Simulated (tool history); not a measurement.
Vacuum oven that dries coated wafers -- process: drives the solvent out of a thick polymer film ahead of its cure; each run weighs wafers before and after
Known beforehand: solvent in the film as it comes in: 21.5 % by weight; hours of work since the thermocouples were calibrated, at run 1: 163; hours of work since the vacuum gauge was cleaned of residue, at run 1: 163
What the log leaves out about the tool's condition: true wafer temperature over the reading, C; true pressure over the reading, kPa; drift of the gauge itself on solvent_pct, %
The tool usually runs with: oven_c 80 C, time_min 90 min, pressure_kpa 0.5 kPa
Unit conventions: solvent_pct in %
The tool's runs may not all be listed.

run    hour  oven_c  time_min  pressure_kpa  hours of work since the thermocouples were calibrated  hours of work since the vacuum gauge was cleaned of residue  solvent_pct
  1       0      80        90           0.5                                                    163                                                          163          1.9
  2    86.9      80        56           0.5                                                    231                                                          231         3.97
  3   146.3      80        56         0.509                                                    277                                                          277            4
  4   221.4      80        90           0.5                                                    336                                                          336         1.92
  5   281.4      80        90           0.5                                                    382                                                          382         1.84
  6   347.3      80        90           0.5                                                    434                                                          434         1.86
  7   412.7      80        90           0.5                                                    485                                                          485         1.82
  8   501.3      80        90           0.5                                                    554                                                          554         1.85
  9   562.8      80        90           0.5                                                    602                                                          602         1.85
 10   614.9      80        90           0.5                                                    642                                                          642         1.86
 11   671.6      80        90           0.5                                                    686                                                          686         1.81
 12   724.8      93        90           0.5                                                    728                                                          728         0.46
 13   816.2      93        90           0.5                                                    799                                                          799         0.52
 14   892.1      93        90           0.5                                                    858                                                          858         0.58
 15   958.6      93        90           0.5                                                    910                                                          910         0.53
 16  1027.6      93       141         0.666                                                    964                                                          964         0.59
 17  1081.3      73        69         0.721                                                   1006                                                         1006         5.24
 18  1179.1      73        69         0.721                                                   1082                                                         1082         5.25
       1187  -- oven's thermocouples calibrated
 19  1224.5      73        89         0.721                                                     29                                                         1116         4.24
 20  1275.5      73        89         0.721                                                     69                                                         1155         4.28
 21  1364.4      73        89         1.058                                                    138                                                         1225         4.63
 22  1429.9      83        51         1.045                                                    189                                                         1276         4.13
 23  1469.7      92        77           0.5                                                    220                                                         1307          0.8
 24  1559.3      92        77           0.5                                                    290                                                         1376          0.8
 25  1630.4      92        77           0.5                                                    345                                                         1432         0.76
 26  1686.9      92        77           0.5                                                    389                                                         1476         0.79
 27  1742.2      70       107         1.711                                                    433                                                         1519         5.82

The same runs without the tool's hidden state, with the same run-to-run variation:
run  solvent_pct
  1          1.9
  2         4.01
  3         4.06
  4         1.93
  5         1.86
  6         1.88
  7         1.84
  8         1.87
  9         1.87
 10         1.89
 11         1.84
 12          0.4
 13         0.45
 14          0.5
 15         0.45
 16         0.49
 17         5.45
 18         5.48
 19         4.05
 20          4.1
 21         4.47
 22         4.06
 23         0.66
 24         0.65
 25         0.61
 26         0.64
 27         5.68
